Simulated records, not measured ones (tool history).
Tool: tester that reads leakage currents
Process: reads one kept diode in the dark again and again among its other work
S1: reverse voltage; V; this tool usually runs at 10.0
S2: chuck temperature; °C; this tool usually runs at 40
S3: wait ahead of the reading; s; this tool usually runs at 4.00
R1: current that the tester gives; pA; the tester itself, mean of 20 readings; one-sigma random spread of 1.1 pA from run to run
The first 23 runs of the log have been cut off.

Run 24, hour 1611.4: usual settings but S2 53 °C, S3 9.58 s. Result: R1 1059.91 pA.
Run 25, hour 1676.0: usual settings but S2 45 °C, S3 9.58 s. Result: R1 550.84 pA.
Run 26, hour 1731.5: usual settings but S2 45 °C, S3 9.58 s. Result: R1 549.13 pA.
Run 27, hour 1788.0: usual settings but S1 6.6 V, S3 0.51 s. Result: R1 312.84 pA.
Run 28, hour 1841.6: usual settings but S1 6.6 V, S3 0.51 s. Result: R1 311.70 pA.
Run 29, hour 1890.6: usual settings but S1 4.0 V, S2 53 °C, S3 7.04 s. Result: R1 771.39 pA.
Run 30, hour 1992.1: usual settings but S1 1.3 V, S2 45 °C, S3 6.77 s. Result: R1 271.87 pA.
Run 31, hour 2056.6: usual settings but S1 1.3 V, S2 34 °C, S3 3.73 s. Result: R1 104.13 pA.
Run 32, hour 2127.2: usual settings but S1 1.3 V, S2 34 °C, S3 3.73 s. Result: R1 104.49 pA.
Run 33, hour 2206.3: usual settings but S1 12.4 V, S2 52 °C, S3 0.62 s. Result: R1 1042.35 pA.
Run 34, hour 2298.8: usual settings but S1 12.4 V, S2 52 °C, S3 0.62 s. Result: R1 1043.06 pA.
Run 35, hour 2402.1: usual settings but S1 12.4 V, S2 20 °C, S3 4.66 s. Result: R1 71.67 pA.
Run 36, hour 2457.4: usual settings but S1 3.8 V, S2 54 °C, S3 4.66 s. Result: R1 820.34 pA.
Run 37, hour 2549.2: usual settings but S1 5.9 V, S2 26 °C. Result: R1 87.12 pA.
Run 38, hour 2627.0: usual settings but S1 5.9 V, S2 28 °C. Result: R1 104.00 pA.
Run 39, hour 2692.8: usual settings but S1 5.9 V, S2 28 °C. Result: R1 104.48 pA.
Run 40, hour 2787.1: usual settings but S1 5.9 V, S2 28 °C. Result: R1 104.65 pA.

Predict each of these 3 candidate next runs independently; none follows another, all start after run 40:
Run A, hour 2856.4: usual settings but S1 5.9 V, S2 46 °C, S3 1.47 s. Result: R1 ?.
Run B, hour 2856.4: usual settings but S1 5.9 V, S2 27 °C, S3 1.17 s. Result: R1 ?.
Run C, hour 2856.4: usual settings but S1 11.7 V, S2 23 °C, S3 2.35 s. Result: R1 ?.

run      R1
  A  489.39
  B   96.33
  C   91.21
What these runs would have given with no unlogged condition in the tool:
run      R1
  A  513.17
  B   95.30
  C   81.86
